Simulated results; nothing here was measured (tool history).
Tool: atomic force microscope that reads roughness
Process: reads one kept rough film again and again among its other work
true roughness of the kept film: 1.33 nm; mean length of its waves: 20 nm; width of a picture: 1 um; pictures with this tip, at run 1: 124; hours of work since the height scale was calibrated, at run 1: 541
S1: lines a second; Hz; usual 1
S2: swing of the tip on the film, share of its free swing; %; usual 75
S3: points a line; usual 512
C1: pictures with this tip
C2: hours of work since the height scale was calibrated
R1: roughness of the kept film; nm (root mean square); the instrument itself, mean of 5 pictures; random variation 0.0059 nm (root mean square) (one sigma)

run   hour    S1  S2   S3   C1   C2     R1
  1      0     1  75  512  124  541   0.84
  2   17.7     1  75  601  149  551  0.806
  3   38.2     1  75  601  178  564  0.779
  4   62.7     1  75  601  212  579  0.733
      65.6  -- new tip fitted
  5   78.5     1  75  512   18  588  1.036
  6  103.7     1  67  512   53  603  0.989
  7  116.2     1  75  492   71  611  0.933
  8  140.6     1  75  492  106  625  0.871
  9  152.4  1.34  75  512  122  632  0.829
 10  173.8  1.34  75  512  152  645  0.791
 11  189.5     1  75  512  174  655  0.789
 12    209  3.56  75  512  202  667  0.638
     217.8  -- new tip fitted
 13  233.6  3.56  75  619   22  681  0.859
 14  246.3  0.93  75  619   40  689   0.99
 15  271.5  0.93  75  619   76  704  0.921
 16  293.7     1  75  512  107  717  0.856
 17  314.8  0.52  75  512  137  730  0.852
     317.2  -- height scale calibrated on a step standard
 18  330.7  0.52  64  512  158    8  0.839
 19  349.2  1.56  75  512  184   19  0.733
 20    364     1  75  512  205   28  0.744
     372.5  -- new tip fitted
 21    387     1  75  512   20   42  1.021
 22  406.1     1  75  512   47   53  0.964
     412.5  -- height scale calibrated on a step standard, once more
 23  429.5  0.74  66  288   79   10  0.931
 24  444.9  0.74  89  288  101   20  0.836
 25  469.2   0.5  60  849  135   34  0.898

Forecast run 26:
 26  491.5  1.1  75  393  166  48   ?

Run 26 gave R1 0.801 nm (root mean square).
Without the tool's hidden state the same run would have given R1 1.077 nm (root mean square).
